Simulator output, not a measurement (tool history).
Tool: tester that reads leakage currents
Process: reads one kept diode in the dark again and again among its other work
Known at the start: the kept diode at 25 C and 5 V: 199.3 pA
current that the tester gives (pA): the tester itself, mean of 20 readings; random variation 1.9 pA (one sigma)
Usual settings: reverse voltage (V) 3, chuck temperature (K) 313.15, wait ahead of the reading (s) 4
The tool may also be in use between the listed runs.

run   hour  reverse voltage (V)  chuck temperature (K)  wait ahead of the reading (s)  current that the tester gives (pA)
  1      0                    3                 313.15                              4                              635.17
  2   28.7                    3                 313.15                           0.92                              635.41
  3   84.8                    3                 313.15                              4                              633.51
  4  122.1                    3                 313.15                              4                              638.85
  5  148.4                    3                 313.15                              4                              639.39
  6  183.5                    3                 303.15                              4                              264.79
  7  230.1                    3                 313.15                           1.92                              640.75
  8  288.1                 1.97                 308.15                           1.92                              354.39
  9    323                    3                 313.15                           0.81                              652.05
 10  364.1                  5.1                 299.15                           5.23                              229.29
 11  397.6                 2.46                 313.15                           3.21                              598.95
 12  431.4                17.64                 320.15                           0.95                             2352.18
 13  481.1                 2.75                 327.15                           0.95                             1964.48

3 ways to go on from here, each from the tool as it stands after run 13. What would each give?
  A  530.7                  5.5                 307.15                           4.74                                   ?
  B  530.7                    3                 313.15                           1.41                                   ?
  C  530.7                 2.75                 327.15                           1.21                                   ?

run  current that the tester gives (pA)
  A                              491.53
  B                              649.01
  C                             1975.36
Without the tool's hidden state the same runs would have given:
run  current that the tester gives (pA)
  A                              469.76
  B                              621.69
  C                             1899.13
